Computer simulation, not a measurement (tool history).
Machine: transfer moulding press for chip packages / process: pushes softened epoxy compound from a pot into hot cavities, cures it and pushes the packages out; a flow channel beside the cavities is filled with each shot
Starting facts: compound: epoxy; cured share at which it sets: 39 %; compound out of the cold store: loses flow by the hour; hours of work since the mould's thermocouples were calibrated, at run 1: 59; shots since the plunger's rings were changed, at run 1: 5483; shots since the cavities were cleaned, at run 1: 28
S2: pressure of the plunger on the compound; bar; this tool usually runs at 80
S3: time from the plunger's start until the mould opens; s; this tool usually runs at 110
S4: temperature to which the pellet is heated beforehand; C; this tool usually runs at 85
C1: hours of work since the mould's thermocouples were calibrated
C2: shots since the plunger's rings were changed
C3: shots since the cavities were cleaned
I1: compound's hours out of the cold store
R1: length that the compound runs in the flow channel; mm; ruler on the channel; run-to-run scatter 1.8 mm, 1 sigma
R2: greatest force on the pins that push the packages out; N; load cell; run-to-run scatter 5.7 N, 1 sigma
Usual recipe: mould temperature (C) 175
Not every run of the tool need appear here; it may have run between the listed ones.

run 1 hour=0 | mould_temperature_(C)=175 S2=80 S3=110 S4=85 | C1=59 C2=5483 C3=28 | I1=32.5 | R1=587 R2=216
run 2 hour=28.5 | mould_temperature_(C)=175 S2=80 S3=110 S4=85 | C1=75 C2=5775 C3=320 | I1=16.8 | R1=632 R2=243
-- hour=51.3 cavities cleaned with cleaning compound and waxed
run 3 hour=61.4 | mould_temperature_(C)=175 S2=80 S3=110 S4=85 | C1=94 C2=6097 C3=103 | I1=42.8 | R1=560 R2=223
run 4 hour=82.7 | mould_temperature_(C)=175 S2=80 S3=110 S4=83 | C1=106 C2=6315 C3=321 | I1=11.5 | R1=644 R2=266
-- hour=100.2 plunger's sealing rings changed
-- hour=108.3 cavities cleaned with cleaning compound and waxed
run 5 hour=114.9 | mould_temperature_(C)=175 S2=80 S3=110 S4=83 | C1=122 C2=136 C3=68 | I1=44.5 | R1=581 R2=224
run 6 hour=151 | mould_temperature_(C)=175 S2=93 S3=110 S4=83 | C1=143 C2=506 C3=438 | I1=34 | R1=656 R2=269
-- hour=159.7 cavities cleaned with cleaning compound and waxed
run 7 hour=186.5 | mould_temperature_(C)=175 S2=93 S3=110 S4=83 | C1=163 C2=855 C3=275 | I1=40 | R1=632 R2=238
-- hour=212.9 cavities cleaned with cleaning compound and waxed
run 8 hour=227.2 | mould_temperature_(C)=175 S2=93 S3=110 S4=83 | C1=186 C2=1257 C3=147 | I1=41.1 | R1=631 R2=221
-- hour=264.7 cavities cleaned with cleaning compound and waxed
run 9 hour=267.9 | mould_temperature_(C)=175 S2=93 S3=110 S4=83 | C1=209 C2=1660 C3=34 | I1=39 | R1=634 R2=218
-- hour=272 mould's thermocouples calibrated
run 10 hour=300.8 | mould_temperature_(C)=175 S2=93 S3=110 S4=83 | C1=17 C2=1977 C3=351 | I1=27.2 | R1=663 R2=260
-- hour=318 cavities cleaned with cleaning compound and waxed
run 11 hour=327.2 | mould_temperature_(C)=175 S2=93 S3=110 S4=83 | C1=31 C2=2232 C3=95 | I1=45.9 | R1=615 R2=216
run 12 hour=356.8 | mould_temperature_(C)=175 S2=93 S3=110 S4=83 | C1=48 C2=2535 C3=398 | I1=11.6 | R1=707 R2=276
-- hour=369.9 cavities cleaned with cleaning compound and waxed
run 13 hour=405.3 | mould_temperature_(C)=175 S2=93 S3=110 S4=83 | C1=76 C2=3018 C3=363 | I1=14.3 | R1=701 R2=262
-- hour=422 cavities cleaned with cleaning compound and waxed
run 14 hour=448.6 | mould_temperature_(C)=180 S2=87.4 S3=101 S4=80 | C1=100 C2=3447 C3=273 | I1=19.8 | R1=644 R2=226
-- hour=475.7 cavities cleaned with cleaning compound and waxed
run 15 hour=496.1 | mould_temperature_(C)=177 S2=87.4 S3=96 S4=80 | C1=127 C2=3919 C3=209 | I1=37.1 | R1=607 R2=277
-- hour=527.4 mould's thermocouples calibrated, once more
-- hour=528.9 cavities cleaned with cleaning compound and waxed
run 16 hour=542 | mould_temperature_(C)=177 S2=87.4 S3=108 S4=76 | C1=8 C2=4354 C3=135 | I1=46.6 | R1=579 R2=220
-- hour=580.1 cavities cleaned with cleaning compound and waxed
run 17 hour=587.9 | mould_temperature_(C)=175 S2=80 S3=110 S4=77 | C1=33 C2=4810 C3=80 | I1=16.5 | R1=631 R2=227
run 18 hour=615.4 | mould_temperature_(C)=175 S2=80 S3=140 S4=77 | C1=49 C2=5091 C3=361 | I1=23.8 | R1=609 R2=208

5 options for the next run, each taken on its own from the tool as it stands now. Forecast them:
-- hour=632.5 cavities cleaned with cleaning compound and waxed
run A hour=651.1 | mould_temperature_(C)=175 S2=71.9 S3=110 S4=85 | C1=69 C2=5442 C3=191 | I1=45 | R1=? R2=?
-- hour=632.5 cavities cleaned with cleaning compound and waxed
run B hour=651.1 | mould_temperature_(C)=179 S2=80 S3=99 S4=77 | C1=69 C2=5442 C3=191 | I1=19.2 | R1=? R2=?
-- hour=632.5 cavities cleaned with cleaning compound and waxed
run C hour=651.1 | mould_temperature_(C)=175 S2=80 S3=111 S4=77 | C1=69 C2=5442 C3=191 | I1=18 | R1=? R2=?
-- hour=632.5 cavities cleaned with cleaning compound and waxed
run D hour=651.1 | mould_temperature_(C)=175 S2=72.6 S3=110 S4=92 | C1=69 C2=5442 C3=191 | I1=27.6 | R1=? R2=?
-- hour=632.5 cavities cleaned with cleaning compound and waxed
run E hour=651.1 | mould_temperature_(C)=168 S2=77 S3=110 S4=85 | C1=69 C2=5442 C3=191 | I1=22 | R1=? R2=?

run=A R1=531 R2=228
run=B R1=615 R2=228
run=C R1=632 R2=246
run=D R1=573 R2=244
run=E R1=625 R2=399
With the hidden condition removed and each run's random variation left untouched, the same runs would have given:
run=A R1=553 R2=200
run=B R1=641 R2=201
run=C R1=658 R2=216
run=D R1=597 R2=215
run=E R1=651 R2=352
